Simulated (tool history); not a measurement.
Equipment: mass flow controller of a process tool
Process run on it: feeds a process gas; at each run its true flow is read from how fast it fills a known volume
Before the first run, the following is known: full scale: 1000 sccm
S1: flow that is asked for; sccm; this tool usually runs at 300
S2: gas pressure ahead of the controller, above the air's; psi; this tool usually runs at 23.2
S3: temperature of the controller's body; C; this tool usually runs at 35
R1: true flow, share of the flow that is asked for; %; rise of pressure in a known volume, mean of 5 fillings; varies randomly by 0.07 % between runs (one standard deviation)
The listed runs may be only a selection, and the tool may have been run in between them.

Run 1, hour 0: usual settings. Result: R1 97.15 %.
Run 2, hour 179.3: usual settings. Result: R1 97.29 %.
Run 3, hour 353.4: usual settings. Result: R1 97.21 %.
Run 4, hour 440.8: usual settings. Result: R1 97.26 %.
Run 5, hour 639.9: usual settings. Result: R1 97.37 %.
Run 6, hour 774.4: usual settings. Result: R1 97.35 %.
Run 7, hour 864.6: usual settings. Result: R1 97.41 %.
Run 8, hour 989.7: usual settings. Result: R1 97.36 %.
Run 9, hour 1197.9: usual settings but S2 24.5 psi. Result: R1 97.33 %.
Run 10, hour 1347: usual settings but S1 608 sccm, S2 26.8 psi, S3 36 C. Result: R1 97.75 %.
Run 11, hour 1538.9: usual settings but S1 608 sccm, S2 26.8 psi, S3 36 C. Result: R1 97.94 %.
Run 12, hour 1651.1: usual settings but S1 127 sccm. Result: R1 98.08 %.
Run 13, hour 1738.4: usual settings but S1 147 sccm, S2 37.6 psi, S3 32 C. Result: R1 98.47 %.
Run 14, hour 1920: usual settings but S2 36.3 psi, S3 36 C. Result: R1 97.62 %.
Run 15, hour 2046: usual settings but S1 874 sccm, S2 22.2 psi, S3 25 C. Result: R1 99.15 %.
Run 16, hour 2203.6: usual settings but S1 874 sccm, S2 30.5 psi, S3 39 C. Result: R1 98.46 %.
Run 17, hour 2306.7: usual settings but S1 874 sccm, S2 30.5 psi, S3 39 C. Result: R1 98.48 %.

The same runs without the tool's hidden state, with the same run-to-run variation:
The tool's hidden condition here consists of: flow at rest that the sensor doesn't see, % of full scale; true flow over the shown one, %; drift of the gauge itself on true_pct, %.
run     R1
  1  97.09
  2   97.2
  3  97.11
  4  97.14
  5  97.23
  6  97.19
  7  97.24
  8  97.17
  9  97.11
 10  97.96
 11  98.14
 12  96.55
 13  97.21
 14  97.31
 15  99.48
 16  98.79
 17  98.81
